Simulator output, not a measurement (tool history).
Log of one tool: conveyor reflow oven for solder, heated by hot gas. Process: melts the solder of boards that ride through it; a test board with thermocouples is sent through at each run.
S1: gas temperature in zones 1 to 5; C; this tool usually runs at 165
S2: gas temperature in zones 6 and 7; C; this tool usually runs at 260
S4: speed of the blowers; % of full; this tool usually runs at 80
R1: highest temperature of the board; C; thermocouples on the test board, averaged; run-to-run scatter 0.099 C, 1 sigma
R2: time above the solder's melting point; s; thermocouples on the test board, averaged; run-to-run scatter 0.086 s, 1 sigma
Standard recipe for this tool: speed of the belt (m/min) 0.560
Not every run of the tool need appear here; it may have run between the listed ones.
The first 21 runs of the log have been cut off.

Run 22, hour 1474.0: usual settings but S1 155 C, speed of the belt (m/min) 0.477, S4 77 % of full. Result: R1 250.78 C, R2 70.50 s.
Run 23, hour 1526.5: usual settings but speed of the belt (m/min) 0.578, S4 59 % of full. Result: R1 242.37 C, R2 49.57 s.
Run 24, hour 1584.6: usual settings but S1 162 C, speed of the belt (m/min) 0.615. Result: R1 245.22 C, R2 49.50 s.
Run 25, hour 1646.8: usual settings but S2 263 C, S4 68 % of full. Result: R1 248.44 C, R2 58.62 s.
Run 26, hour 1733.8: usual settings but S2 263 C, S4 68 % of full. Result: R1 248.58 C, R2 58.49 s.
Run 27, hour 1827.6: usual settings but S4 50 % of full. Result: R1 240.57 C, R2 48.17 s.
Run 28, hour 1889.8: usual settings but S4 50 % of full. Result: R1 240.55 C, R2 48.21 s.
Run 29, hour 1955.1: usual settings but S2 271 C, S4 79 % of full. Result: R1 258.32 C, R2 66.58 s.
Run 30, hour 1998.9: usual settings but speed of the belt (m/min) 0.575. Result: R1 247.53 C, R2 57.03 s.

Predict each of these 4 candidate next runs independently; none follows another, all start after run 30:
At hour 2054.7: thermocouples of zones 6 and 7 changed.
At hour 2064.6: flux residue cleaned out of gas plates and filters.
Run A, hour 2101.8: usual settings but S2 273 C, speed of the belt (m/min) 0.575. Result: R1 ?, R2 ?.
At hour 2054.7: thermocouples of zones 6 and 7 changed.
At hour 2064.6: flux residue cleaned out of gas plates and filters.
Run B, hour 2101.8: usual settings but S1 177 C, S2 265 C, speed of the belt (m/min) 0.559. Result: R1 ?, R2 ?.
At hour 2054.7: thermocouples of zones 6 and 7 changed.
At hour 2064.6: flux residue cleaned out of gas plates and filters.
Run C, hour 2101.8: usual settings but S1 157 C, S2 254 C, speed of the belt (m/min) 0.533. Result: R1 ?, R2 ?.
At hour 2054.7: thermocouples of zones 6 and 7 changed.
At hour 2064.6: flux residue cleaned out of gas plates and filters.
Run D, hour 2101.8: usual settings but S1 170 C, S2 256 C, speed of the belt (m/min) 0.612. Result: R1 ?, R2 ?.

run      R1     R2
  A  259.63  65.54
  B  254.50  68.84
  C  243.27  55.49
  D  243.09  50.64
Had the tool no hidden state, the same runs would have come out as:
run      R1     R2
  A  259.63  65.53
  B  254.50  68.83
  C  243.27  55.48
  D  243.09  50.64
